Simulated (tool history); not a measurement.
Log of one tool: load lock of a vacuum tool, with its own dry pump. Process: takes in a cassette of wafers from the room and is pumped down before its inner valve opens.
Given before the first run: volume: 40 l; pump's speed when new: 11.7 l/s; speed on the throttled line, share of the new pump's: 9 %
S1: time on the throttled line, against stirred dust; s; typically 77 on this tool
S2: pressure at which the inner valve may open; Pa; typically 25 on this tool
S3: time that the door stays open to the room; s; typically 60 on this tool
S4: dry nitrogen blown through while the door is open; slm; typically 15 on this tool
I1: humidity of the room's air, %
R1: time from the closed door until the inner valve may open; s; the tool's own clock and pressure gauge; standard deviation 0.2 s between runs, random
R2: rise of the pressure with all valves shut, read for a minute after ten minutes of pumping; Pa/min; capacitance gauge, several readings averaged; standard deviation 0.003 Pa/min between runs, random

Run 1, hour 0: usual settings; I1 48.6. Result: R1 100.4 s, R2 0.213 Pa/min.
Run 2, hour 133.5: usual settings; I1 47.1. Result: R1 100.4 s, R2 0.21 Pa/min.
Run 3, hour 195.5: usual settings; I1 48.4. Result: R1 100.7 s, R2 0.218 Pa/min.
Run 4, hour 287.1: usual settings; I1 44.4. Result: R1 100.4 s, R2 0.212 Pa/min.
Run 5, hour 430.6: usual settings; I1 46.5. Result: R1 100.4 s, R2 0.213 Pa/min.
Run 6, hour 554.2: usual settings; I1 45.1. Result: R1 100.2 s, R2 0.216 Pa/min.
Run 7, hour 682.3: usual settings but S1 47 s; I1 41.9. Result: R1 73.3 s, R2 0.215 Pa/min.
Run 8, hour 768.9: usual settings; I1 45.4. Result: R1 100.6 s, R2 0.218 Pa/min.
Run 9, hour 857.5: usual settings; I1 40. Result: R1 100.5 s, R2 0.225 Pa/min.
Run 10, hour 939.4: usual settings; I1 47.1. Result: R1 100.5 s, R2 0.23 Pa/min.
Run 11, hour 1084.7: usual settings but S3 36 s; I1 44.6. Result: R1 100.6 s, R2 0.223 Pa/min.
Run 12, hour 1229.4: usual settings but S4 8 slm; I1 46.6. Result: R1 100.4 s, R2 0.24 Pa/min.
Run 13, hour 1301.6: usual settings but S4 8 slm; I1 41.2. Result: R1 100.4 s, R2 0.243 Pa/min.
Run 14, hour 1394.7: usual settings but S2 24 Pa; I1 48.1. Result: R1 100.8 s, R2 0.251 Pa/min.
Run 15, hour 1506.1: usual settings but S2 24 Pa; I1 44.5. Result: R1 100.8 s, R2 0.242 Pa/min.
Run 16, hour 1593.9: usual settings but S2 49 Pa; I1 43. Result: R1 98.1 s, R2 0.248 Pa/min.
Run 17, hour 1700.6: usual settings but S2 49 Pa; I1 45.5. Result: R1 98.3 s, R2 0.256 Pa/min.
Run 18, hour 1771.2: usual settings but S2 49 Pa; I1 46.6. Result: R1 98.1 s, R2 0.259 Pa/min.
Run 19, hour 1916.6: usual settings but S2 49 Pa; I1 50.2. Result: R1 97.9 s, R2 0.265 Pa/min.
Run 20, hour 2043.4: usual settings but S1 131 s, S4 17 slm; I1 43.9. Result: R1 149.7 s, R2 0.265 Pa/min.
Run 21, hour 2147.6: usual settings but S1 131 s, S4 17 slm; I1 47.9. Result: R1 149.5 s, R2 0.268 Pa/min.
Run 22, hour 2285: usual settings but S1 131 s, S4 17 slm; I1 43.8. Result: R1 149.4 s, R2 0.263 Pa/min.
Run 23, hour 2433.5: usual settings but S1 94 s, S2 30 Pa, S3 39 s, S4 11 slm; I1 46.5. Result: R1 115.1 s, R2 0.274 Pa/min.
Run 24, hour 2508.3: usual settings but S1 94 s, S2 36 Pa, S3 160 s, S4 4 slm; I1 44.1. Result: R1 115.1 s, R2 0.31 Pa/min.
Run 25, hour 2598.3: usual settings but S1 94 s, S2 36 Pa, S3 160 s, S4 4 slm; I1 45.2. Result: R1 114.5 s, R2 0.314 Pa/min.
Run 26, hour 2701.6: usual settings but S1 71 s, S3 89 s; I1 44.7. Result: R1 95.7 s, R2 0.294 Pa/min.
Run 27, hour 2829.5: usual settings but S2 28 Pa; I1 46.9. Result: R1 100 s, R2 0.288 Pa/min.
Run 28, hour 2893.1: usual settings but S1 84 s, S2 48 Pa; I1 45.6. Result: R1 104.7 s, R2 0.298 Pa/min.
Run 29, hour 2999.3: usual settings but S1 67 s, S2 21 Pa, S4 5 slm; I1 41. Result: R1 92.7 s, R2 0.296 Pa/min.
Run 30, hour 3059.4: usual settings but S1 45 s, S2 47 Pa, S3 118 s, S4 39 slm; I1 48.9. Result: R1 69.7 s, R2 0.283 Pa/min.
Run 31, hour 3184.4: usual settings but S1 58 s, S3 63 s, S4 19 slm; I1 45.8. Result: R1 83.7 s, R2 0.298 Pa/min.
Run 32, hour 3332.1: usual settings but S1 138 s, S2 43 Pa, S3 59 s, S4 19 slm; I1 42.9. Result: R1 154.3 s, R2 0.293 Pa/min.
Run 33, hour 3454.2: usual settings but S1 138 s, S2 43 Pa, S3 59 s, S4 19 slm; I1 42.5. Result: R1 153.8 s, R2 0.293 Pa/min.
Run 34, hour 3532.4: usual settings but S1 96 s, S2 40 Pa, S3 97 s, S4 13 slm; I1 47.9. Result: R1 116.5 s, R2 0.323 Pa/min.
Run 35, hour 3604.2: usual settings but S1 54 s, S2 40 Pa, S3 97 s, S4 37 slm; I1 46.5. Result: R1 78.6 s, R2 0.302 Pa/min.
Run 36, hour 3686.3: usual settings but S3 26 s; I1 44.7. Result: R1 100.9 s, R2 0.301 Pa/min.

Alternative continuations, all from the tool just after run 36; predict every row:
Run A, hour 3807.7: usual settings but S1 133 s; I1 44.5. Result: R1 ?, R2 ?.
Run B, hour 3807.7: usual settings but S1 94 s, S2 44 Pa, S3 26 s, S4 5 slm; I1 45.9. Result: R1 ?, R2 ?.
Run C, hour 3807.7: usual settings but S1 75 s, S2 23 Pa, S3 53 s; I1 47.5. Result: R1 ?, R2 ?.
Run D, hour 3807.7: usual settings but S1 97 s, S2 44 Pa, S3 35 s; I1 43.2. Result: R1 ?, R2 ?.

run     R1     R2
  A  151.9  0.328
  B  114.1  0.328
  C   99.7  0.316
  D  116.9   0.31
Without the tool's unlogged condition, the same runs would have read:
run     R1     R2
  A  150.1  0.052
  B  112.3   0.05
  C   97.4  0.045
  D    115  0.039

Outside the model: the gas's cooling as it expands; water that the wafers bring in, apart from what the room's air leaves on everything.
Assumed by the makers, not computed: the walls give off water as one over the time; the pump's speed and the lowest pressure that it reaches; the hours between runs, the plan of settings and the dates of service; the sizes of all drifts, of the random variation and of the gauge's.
